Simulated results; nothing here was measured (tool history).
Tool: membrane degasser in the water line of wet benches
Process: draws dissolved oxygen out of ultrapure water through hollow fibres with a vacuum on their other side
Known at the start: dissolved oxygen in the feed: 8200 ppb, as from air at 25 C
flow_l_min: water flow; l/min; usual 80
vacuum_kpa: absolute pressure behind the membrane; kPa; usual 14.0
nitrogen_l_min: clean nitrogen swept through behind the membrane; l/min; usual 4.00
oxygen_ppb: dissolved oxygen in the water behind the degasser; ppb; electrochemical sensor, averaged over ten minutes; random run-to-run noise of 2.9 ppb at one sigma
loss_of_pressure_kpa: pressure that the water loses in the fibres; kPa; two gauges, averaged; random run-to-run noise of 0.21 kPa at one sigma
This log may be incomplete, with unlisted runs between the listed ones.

run	hour	flow_l_min	vacuum_kpa	nitrogen_l_min	oxygen_ppb	loss_of_pressure_kpa
1	0.0	80	14.0	4.00	506.4	53.46
2	105.3	80	14.0	10.49	244.1	53.69
3	185.4	69	14.0	4.00	430.9	46.14
4	292.4	87	14.0	4.00	557.4	58.31
5	373.1	80	14.0	4.00	510.4	53.80
6	480.9	80	14.0	4.00	502.6	54.27
7	610.4	80	14.0	4.00	506.7	54.19
8	788.2	80	14.0	4.00	507.9	54.43
9	869.4	80	14.0	4.00	507.9	54.27
10	1018.1	80	14.0	4.76	446.0	54.09
11	1128.1	80	14.0	2.10	825.4	54.65
12	1289.5	80	14.0	4.00	512.6	54.58
13	1378.4	80	14.0	4.00	510.2	54.77
14	1482.6	80	14.0	4.00	510.2	54.41
# hour 1496.2: vacuum gauge calibrated
15	1575.1	80	14.0	4.00	518.8	54.76
16	1685.7	80	14.0	4.00	516.3	54.95
17	1853.3	81	18.5	8.04	407.3	56.17
18	2010.7	84	19.5	4.00	774.1	58.16
# hour 2150.8: vacuum gauge calibrated, once more
19	2184.9	84	19.5	4.00	750.9	58.13
20	2357.0	62	12.1	8.00	185.5	43.01
21	2517.8	93	15.9	9.93	362.5	64.31
22	2616.5	93	15.9	9.93	362.5	64.99
23	2719.9	58	11.2	9.86	131.4	40.51
24	2844.6	121	11.0	4.00	657.6	85.32
25	2977.7	121	11.0	4.00	658.7	84.83

Run 26 has not been measured yet. What should we expect?
26	3051.6	106	25.0	2.08	?	?

Run 26 measured oxygen_ppb 1856.1 ppb, loss_of_pressure_kpa 74.68 kPa.
Minus the tool's unlogged condition, the same run would have read oxygen_ppb 1820.6 ppb, loss_of_pressure_kpa 67.40 kPa.
